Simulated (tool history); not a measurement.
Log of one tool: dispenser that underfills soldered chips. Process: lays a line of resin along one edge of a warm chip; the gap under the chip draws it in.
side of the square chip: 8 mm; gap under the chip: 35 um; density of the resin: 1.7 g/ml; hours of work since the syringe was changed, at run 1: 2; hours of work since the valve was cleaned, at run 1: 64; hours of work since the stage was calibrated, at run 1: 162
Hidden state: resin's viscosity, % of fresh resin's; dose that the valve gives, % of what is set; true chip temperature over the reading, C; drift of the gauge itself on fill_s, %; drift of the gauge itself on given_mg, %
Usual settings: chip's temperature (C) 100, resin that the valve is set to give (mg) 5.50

run,hour,chip's temperature (C),resin that the valve is set to give (mg),hours of work since the syringe was changed,hours of work since the valve was cleaned,hours of work since the stage was calibrated,time until the resin shows at the far edge (s),resin that the valve gave (mg)
1,0.0,100,5.50,2,64,162,114.9,5.30
2,3.7,100,5.50,5,67,165,150.8,5.31
# hour 6.0: new syringe of resin
3,8.2,100,5.50,2,71,169,113.1,5.29
4,12.6,100,5.50,5,74,172,155.5,5.27
# hour 15.1: new syringe of resin
5,17.3,100,5.50,2,78,176,111.4,5.22
# hour 23.8: dispensing valve cleaned and set on the balance
6,23.8,100,5.50,6,0,180,160.1,5.49
# hour 25.1: new syringe of resin
7,28.0,100,5.50,2,3,183,114.9,5.49
8,31.2,100,5.50,5,6,186,142.4,5.46
# hour 33.8: new syringe of resin
9,35.2,91,5.50,1,9,188,158.0,5.48
10,38.5,91,5.50,4,11,191,200.2,5.47
11,41.7,91,5.50,6,14,194,251.8,5.46
# hour 42.6: new syringe of resin
12,45.1,100,5.50,2,16,196,111.2,5.42
13,48.9,100,5.50,5,19,199,144.3,5.47
# hour 51.4: new syringe of resin
14,52.5,100,5.50,1,22,202,101.9,5.42
15,55.7,89,5.50,3,24,204,218.5,5.43
# hour 60.0: new syringe of resin
16,61.9,89,5.50,2,29,209,179.8,5.42
17,64.9,89,5.50,4,31,211,227.1,5.36
# hour 68.8: new syringe of resin
18,69.8,89,5.50,1,35,215,170.0,5.36
19,73.3,97,5.50,4,38,218,149.5,5.37
# hour 77.5: new syringe of resin
20,78.4,101,5.87,1,41,221,93.6,5.72
21,81.6,103,6.39,3,44,224,104.8,6.24
# hour 86.2: new syringe of resin
22,86.2,104,6.65,0,47,227,77.6,6.47
23,89.8,103,5.53,3,50,230,105.9,5.38
# hour 94.9: new syringe of resin
24,95.7,103,5.62,1,55,235,88.5,5.48
25,98.4,100,4.93,3,57,237,127.3,4.72
# hour 103.8: new syringe of resin
26,104.6,92,5.97,1,61,241,147.6,5.75
27,109.7,87,6.01,5,65,245,266.4,5.74
# hour 112.9: new syringe of resin
28,114.4,95,5.13,1,69,249,137.3,4.95
29,117.2,99,5.41,3,71,251,134.5,5.18
# hour 121.9: new syringe of resin
30,122.8,91,5.01,1,75,255,158.0,4.81
31,125.4,113,6.64,3,77,257,67.3,6.34

Run 32 comes next. What will it give?
32,128.1,86,5.29,5,80,259,?,?

Run 32 gave time until the resin shows at the far edge (s) 290.0, resin that the valve gave (mg) 5.03.
Without the tool's hidden state the same run would have given time until the resin shows at the far edge (s) 174.6, resin that the valve gave (mg) 5.28.

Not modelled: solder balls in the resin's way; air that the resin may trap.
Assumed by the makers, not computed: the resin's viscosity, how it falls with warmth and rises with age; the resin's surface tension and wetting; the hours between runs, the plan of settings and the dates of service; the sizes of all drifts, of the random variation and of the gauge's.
